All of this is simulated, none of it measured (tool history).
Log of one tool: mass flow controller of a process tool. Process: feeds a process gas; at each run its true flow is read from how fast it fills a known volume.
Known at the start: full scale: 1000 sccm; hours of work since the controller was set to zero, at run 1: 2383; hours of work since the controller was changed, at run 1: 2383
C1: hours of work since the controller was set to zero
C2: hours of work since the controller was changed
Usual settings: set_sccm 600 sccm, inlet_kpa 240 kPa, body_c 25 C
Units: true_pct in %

{"run": 1, "hour": 0.0, "set_sccm": 600, "inlet_kpa": 240, "body_c": 25, "C1": 2383, "C2": 2383, "true_pct": 99.68}
{"run": 2, "hour": 240.6, "set_sccm": 600, "inlet_kpa": 240, "body_c": 25, "C1": 2535, "C2": 2535, "true_pct": 99.57}
{"run": 3, "hour": 618.7, "set_sccm": 600, "inlet_kpa": 240, "body_c": 25, "C1": 2774, "C2": 2774, "true_pct": 99.68}
{"run": 4, "hour": 1015.3, "set_sccm": 600, "inlet_kpa": 240, "body_c": 25, "C1": 3024, "C2": 3024, "true_pct": 99.44}
{"run": 5, "hour": 1380.9, "set_sccm": 600, "inlet_kpa": 240, "body_c": 25, "C1": 3255, "C2": 3255, "true_pct": 99.44}
{"run": 6, "hour": 1619.1, "set_sccm": 600, "inlet_kpa": 240, "body_c": 25, "C1": 3406, "C2": 3406, "true_pct": 99.41}
{"run": 7, "hour": 1981.9, "set_sccm": 600, "inlet_kpa": 240, "body_c": 25, "C1": 3635, "C2": 3635, "true_pct": 99.37}
{"run": 8, "hour": 2207.1, "set_sccm": 600, "inlet_kpa": 240, "body_c": 25, "C1": 3777, "C2": 3777, "true_pct": 99.41}
{"run": 9, "hour": 2661.6, "set_sccm": 600, "inlet_kpa": 240, "body_c": 25, "C1": 4064, "C2": 4064, "true_pct": 99.27}
{"run": 10, "hour": 3102.7, "set_sccm": 600, "inlet_kpa": 240, "body_c": 25, "C1": 4342, "C2": 4342, "true_pct": 99.26}
{"run": 11, "hour": 3435.5, "set_sccm": 600, "inlet_kpa": 240, "body_c": 25, "C1": 4553, "C2": 4553, "true_pct": 99.11}
{"run": 12, "hour": 3849.9, "set_sccm": 600, "inlet_kpa": 240, "body_c": 33, "C1": 4814, "C2": 4814, "true_pct": 99.27}
{"run": 13, "hour": 4213.8, "set_sccm": 600, "inlet_kpa": 240, "body_c": 33, "C1": 5044, "C2": 5044, "true_pct": 99.4}
{"run": 14, "hour": 4666.0, "set_sccm": 600, "inlet_kpa": 240, "body_c": 33, "C1": 5329, "C2": 5329, "true_pct": 99.25}
{"run": 15, "hour": 4976.9, "set_sccm": 600, "inlet_kpa": 196, "body_c": 25, "C1": 5526, "C2": 5526, "true_pct": 98.93}
{"run": 16, "hour": 5329.2, "set_sccm": 340, "inlet_kpa": 166, "body_c": 25, "C1": 5748, "C2": 5748, "true_pct": 98.39}
{"hour": 5704.4, "done": "controller exchanged for a calibrated one"}
{"run": 17, "hour": 5753.5, "set_sccm": 200, "inlet_kpa": 248, "body_c": 22, "C1": 31, "C2": 31, "true_pct": 98.28}
{"run": 18, "hour": 6152.9, "set_sccm": 147, "inlet_kpa": 256, "body_c": 29, "C1": 283, "C2": 283, "true_pct": 98.46}
{"run": 19, "hour": 6370.7, "set_sccm": 176, "inlet_kpa": 240, "body_c": 34, "C1": 421, "C2": 421, "true_pct": 98.51}
{"run": 20, "hour": 6571.4, "set_sccm": 751, "inlet_kpa": 148, "body_c": 26, "C1": 547, "C2": 547, "true_pct": 98.6}
{"run": 21, "hour": 6880.8, "set_sccm": 437, "inlet_kpa": 240, "body_c": 28, "C1": 743, "C2": 743, "true_pct": 98.47}
{"run": 22, "hour": 7231.0, "set_sccm": 600, "inlet_kpa": 262, "body_c": 25, "C1": 964, "C2": 964, "true_pct": 98.5}
{"run": 23, "hour": 7612.7, "set_sccm": 192, "inlet_kpa": 207, "body_c": 35, "C1": 1205, "C2": 1205, "true_pct": 98.32}
{"run": 24, "hour": 7848.4, "set_sccm": 192, "inlet_kpa": 207, "body_c": 35, "C1": 1354, "C2": 1354, "true_pct": 98.42}
{"run": 25, "hour": 8122.9, "set_sccm": 424, "inlet_kpa": 166, "body_c": 27, "C1": 1527, "C2": 1527, "true_pct": 98.06}

5 ways to go on from here, each from the tool as it stands after run 25. What would each give?
{"run": "A", "hour": 8337.3, "set_sccm": 424, "inlet_kpa": 247, "body_c": 38, "C1": 1662, "C2": 1662, "true_pct": "?"}
{"run": "B", "hour": 8337.3, "set_sccm": 722, "inlet_kpa": 175, "body_c": 33, "C1": 1662, "C2": 1662, "true_pct": "?"}
{"run": "C", "hour": 8337.3, "set_sccm": 233, "inlet_kpa": 176, "body_c": 30, "C1": 1662, "C2": 1662, "true_pct": "?"}
{"run": "D", "hour": 8337.3, "set_sccm": 205, "inlet_kpa": 250, "body_c": 25, "C1": 1662, "C2": 1662, "true_pct": "?"}
{"run": "E", "hour": 8337.3, "set_sccm": 199, "inlet_kpa": 166, "body_c": 27, "C1": 1662, "C2": 1662, "true_pct": "?"}

run=A true_pct=98.65
run=B true_pct=98.51
run=C true_pct=97.98
run=D true_pct=97.97
run=E true_pct=97.86
Without the tool's hidden state the same runs would have given:
run=A true_pct=99.93
run=B true_pct=99.79
run=C true_pct=99.25
run=D true_pct=99.25
run=E true_pct=99.15
